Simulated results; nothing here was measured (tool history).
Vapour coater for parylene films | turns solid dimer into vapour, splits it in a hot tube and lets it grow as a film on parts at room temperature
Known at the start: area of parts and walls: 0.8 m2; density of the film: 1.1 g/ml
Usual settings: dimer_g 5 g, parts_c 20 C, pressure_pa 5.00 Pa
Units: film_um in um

run	hour	dimer_g	parts_c	pressure_pa	film_um
1	0.0	5	20	5.00	3.23
# hour 19.3: trap's valve overhauled
2	22.8	5	20	5.00	3.80
3	51.4	5	14	5.00	4.25
4	87.1	5	14	5.00	4.13
5	104.7	5	14	5.00	4.17
6	140.7	5	20	6.41	3.50
7	175.9	5	20	5.06	3.64
8	200.7	5	14	5.00	4.13
9	217.8	5	14	5.00	4.10
10	259.2	5	20	4.86	3.56
11	295.5	5	20	4.86	3.58
# hour 298.4: table's thermometer calibrated
12	336.2	4	13	6.01	3.18
# hour 361.9: table's thermometer calibrated, once more
13	375.0	4	13	6.01	3.08
14	414.1	3	20	5.30	2.07
15	451.2	3	20	10.49	1.83
16	483.3	7	24	8.36	4.03
17	511.8	3	20	2.05	2.36
18	540.6	3	20	2.05	2.33
19	564.8	5	14	4.24	3.89
20	596.9	5	14	4.24	3.89

Forecast each of these 3 alternatives for the next run:
A	636.4	3	13	6.31	?
B	636.4	2	19	2.75	?
C	636.4	4	30	5.92	?

run	film_um
A	2.24
B	1.48
C	2.09
Without the tool's hidden state the same runs would have given:
run	film_um
A	2.53
B	1.68
C	2.36
